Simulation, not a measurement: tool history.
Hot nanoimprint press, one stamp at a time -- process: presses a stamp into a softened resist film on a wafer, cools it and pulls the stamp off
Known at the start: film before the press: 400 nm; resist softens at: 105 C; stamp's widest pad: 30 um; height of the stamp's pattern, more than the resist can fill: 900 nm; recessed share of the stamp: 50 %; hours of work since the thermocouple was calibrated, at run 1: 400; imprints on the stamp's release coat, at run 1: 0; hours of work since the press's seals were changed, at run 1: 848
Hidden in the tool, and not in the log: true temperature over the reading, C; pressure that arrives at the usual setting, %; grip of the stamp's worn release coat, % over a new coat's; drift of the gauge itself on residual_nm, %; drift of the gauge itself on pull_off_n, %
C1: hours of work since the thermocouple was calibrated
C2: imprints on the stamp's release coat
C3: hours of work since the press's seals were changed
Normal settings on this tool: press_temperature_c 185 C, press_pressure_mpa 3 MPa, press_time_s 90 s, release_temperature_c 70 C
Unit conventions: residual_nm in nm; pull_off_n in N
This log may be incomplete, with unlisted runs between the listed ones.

run 1 day=0 | press_temperature_c=185 press_pressure_mpa=3 press_time_s=90 release_temperature_c=70 | C1=400 C2=0 C3=848 | residual_nm=215 pull_off_n=190
run 2 day=1.662 | press_temperature_c=185 press_pressure_mpa=3.26 press_time_s=90 release_temperature_c=70 | C1=418 C2=133 C3=866 | residual_nm=209.3 pull_off_n=207
run 3 day=3.529 | press_temperature_c=185 press_pressure_mpa=3.26 press_time_s=90 release_temperature_c=70 | C1=439 C2=282 C3=887 | residual_nm=209.6 pull_off_n=206
-- day=5.633 plate thermocouple calibrated
run 4 day=7.079 | press_temperature_c=185 press_pressure_mpa=3.26 press_time_s=90 release_temperature_c=70 | C1=16 C2=556 C3=926 | residual_nm=203.9 pull_off_n=217
run 5 day=9.642 | press_temperature_c=185 press_pressure_mpa=3.26 press_time_s=90 release_temperature_c=70 | C1=45 C2=761 C3=954 | residual_nm=204.7 pull_off_n=230
-- day=12.154 press's hydraulic seals changed and the load cell set to zero
run 6 day=12.871 | press_temperature_c=185 press_pressure_mpa=3.26 press_time_s=90 release_temperature_c=70 | C1=77 C2=993 C3=8 | residual_nm=198.2 pull_off_n=240
run 7 day=15.462 | press_temperature_c=185 press_pressure_mpa=3.26 press_time_s=90 release_temperature_c=70 | C1=106 C2=1200 C3=37 | residual_nm=199.4 pull_off_n=256
run 8 day=17.633 | press_temperature_c=185 press_pressure_mpa=4.67 press_time_s=90 release_temperature_c=70 | C1=130 C2=1373 C3=61 | residual_nm=170.4 pull_off_n=256
run 9 day=19.058 | press_temperature_c=185 press_pressure_mpa=4.67 press_time_s=90 release_temperature_c=70 | C1=146 C2=1487 C3=77 | residual_nm=171.3 pull_off_n=259
run 10 day=20.717 | press_temperature_c=185 press_pressure_mpa=4.67 press_time_s=90 release_temperature_c=70 | C1=165 C2=1620 C3=96 | residual_nm=171.8 pull_off_n=280
-- day=23.288 stamp cleaned and given a new release coat
run 11 day=23.479 | press_temperature_c=185 press_pressure_mpa=3 press_time_s=90 release_temperature_c=70 | C1=193 C2=15 C3=124 | residual_nm=207.6 pull_off_n=197
run 12 day=25.229 | press_temperature_c=185 press_pressure_mpa=3 press_time_s=90 release_temperature_c=70 | C1=213 C2=155 C3=143 | residual_nm=207.1 pull_off_n=200
run 13 day=26.879 | press_temperature_c=185 press_pressure_mpa=3 press_time_s=56 release_temperature_c=70 | C1=231 C2=287 C3=162 | residual_nm=244 pull_off_n=197
run 14 day=29.196 | press_temperature_c=194 press_pressure_mpa=3 press_time_s=90 release_temperature_c=70 | C1=257 C2=472 C3=188 | residual_nm=164.3 pull_off_n=212
run 15 day=31.379 | press_temperature_c=194 press_pressure_mpa=3 press_time_s=90 release_temperature_c=70 | C1=281 C2=647 C3=212 | residual_nm=164.9 pull_off_n=225
run 16 day=33.867 | press_temperature_c=195 press_pressure_mpa=3 press_time_s=90 release_temperature_c=70 | C1=309 C2=846 C3=240 | residual_nm=161.4 pull_off_n=244
run 17 day=35.867 | press_temperature_c=195 press_pressure_mpa=3 press_time_s=90 release_temperature_c=70 | C1=332 C2=1006 C3=262 | residual_nm=161.3 pull_off_n=241
run 18 day=38.592 | press_temperature_c=185 press_pressure_mpa=2.57 press_time_s=167 release_temperature_c=77 | C1=362 C2=1224 C3=293 | residual_nm=178.4 pull_off_n=227
run 19 day=40.775 | press_temperature_c=185 press_pressure_mpa=2.57 press_time_s=167 release_temperature_c=77 | C1=387 C2=1398 C3=317 | residual_nm=178.2 pull_off_n=237
run 20 day=44.079 | press_temperature_c=185 press_pressure_mpa=3 press_time_s=176 release_temperature_c=67 | C1=423 C2=1662 C3=354 | residual_nm=163.9 pull_off_n=291
-- day=45.929 stamp cleaned and given a new release coat
run 21 day=46.446 | press_temperature_c=178 press_pressure_mpa=3.7 press_time_s=162 release_temperature_c=68 | C1=447 C2=41 C3=378 | residual_nm=191.8 pull_off_n=207
-- day=47.808 plate thermocouple calibrated
run 22 day=49.454 | press_temperature_c=185 press_pressure_mpa=3.07 press_time_s=90 release_temperature_c=77 | C1=18 C2=271 C3=410 | residual_nm=204.9 pull_off_n=185
run 23 day=52.525 | press_temperature_c=178 press_pressure_mpa=3.4 press_time_s=47 release_temperature_c=70 | C1=53 C2=517 C3=445 | residual_nm=285.1 pull_off_n=218
run 24 day=54.121 | press_temperature_c=178 press_pressure_mpa=3.4 press_time_s=47 release_temperature_c=70 | C1=71 C2=644 C3=462 | residual_nm=284.3 pull_off_n=220
run 25 day=56.25 | press_temperature_c=178 press_pressure_mpa=3.4 press_time_s=47 release_temperature_c=70 | C1=94 C2=815 C3=486 | residual_nm=285 pull_off_n=236
run 26 day=57.925 | press_temperature_c=175 press_pressure_mpa=2.82 press_time_s=157 release_temperature_c=57 | C1=113 C2=949 C3=505 | residual_nm=229.5 pull_off_n=282
run 27 day=60.138 | press_temperature_c=196 press_pressure_mpa=3.89 press_time_s=160 release_temperature_c=68 | C1=138 C2=1126 C3=530 | residual_nm=109.4 pull_off_n=255
run 28 day=63.162 | press_temperature_c=196 press_pressure_mpa=3.89 press_time_s=160 release_temperature_c=68 | C1=172 C2=1368 C3=564 | residual_nm=109.7 pull_off_n=264
run 29 day=65.417 | press_temperature_c=191 press_pressure_mpa=3 press_time_s=163 release_temperature_c=70 | C1=197 C2=1548 C3=589 | residual_nm=141.6 pull_off_n=267

Difference, measured minus no-hidden-state, one row per run. Run-to-run variation is common to both terms; the gauge's own scatter need not be:
run=1 residual_nm=+10.6 pull_off_n=+2
run=2 residual_nm=+11.4 pull_off_n=+9
run=3 residual_nm=+11.7 pull_off_n=+16
run=4 residual_nm=+6.3 pull_off_n=+26
run=5 residual_nm=+6.8 pull_off_n=+36
run=6 residual_nm=+0.5 pull_off_n=+48
run=7 residual_nm=+1 pull_off_n=+60
run=8 residual_nm=+1.5 pull_off_n=+66
run=9 residual_nm=+1.8 pull_off_n=+72
run=10 residual_nm=+2.2 pull_off_n=+82
run=11 residual_nm=+2.6 pull_off_n=+2
run=12 residual_nm=+2.9 pull_off_n=+8
run=13 residual_nm=+3.4 pull_off_n=+15
run=14 residual_nm=+3.1 pull_off_n=+23
run=15 residual_nm=+3.4 pull_off_n=+33
run=16 residual_nm=+3.8 pull_off_n=+44
run=17 residual_nm=+4.1 pull_off_n=+50
run=18 residual_nm=+5.1 pull_off_n=+55
run=19 residual_nm=+5.5 pull_off_n=+64
run=20 residual_nm=+6 pull_off_n=+88
run=21 residual_nm=+8.1 pull_off_n=+5
run=22 residual_nm=+2.6 pull_off_n=+11
run=23 residual_nm=+3.4 pull_off_n=+25
run=24 residual_nm=+3.7 pull_off_n=+30
run=25 residual_nm=+4.2 pull_off_n=+40
run=26 residual_nm=+4.3 pull_off_n=+54
run=27 residual_nm=+3.5 pull_off_n=+57
run=28 residual_nm=+3.9 pull_off_n=+69
run=29 residual_nm=+4.5 pull_off_n=+76
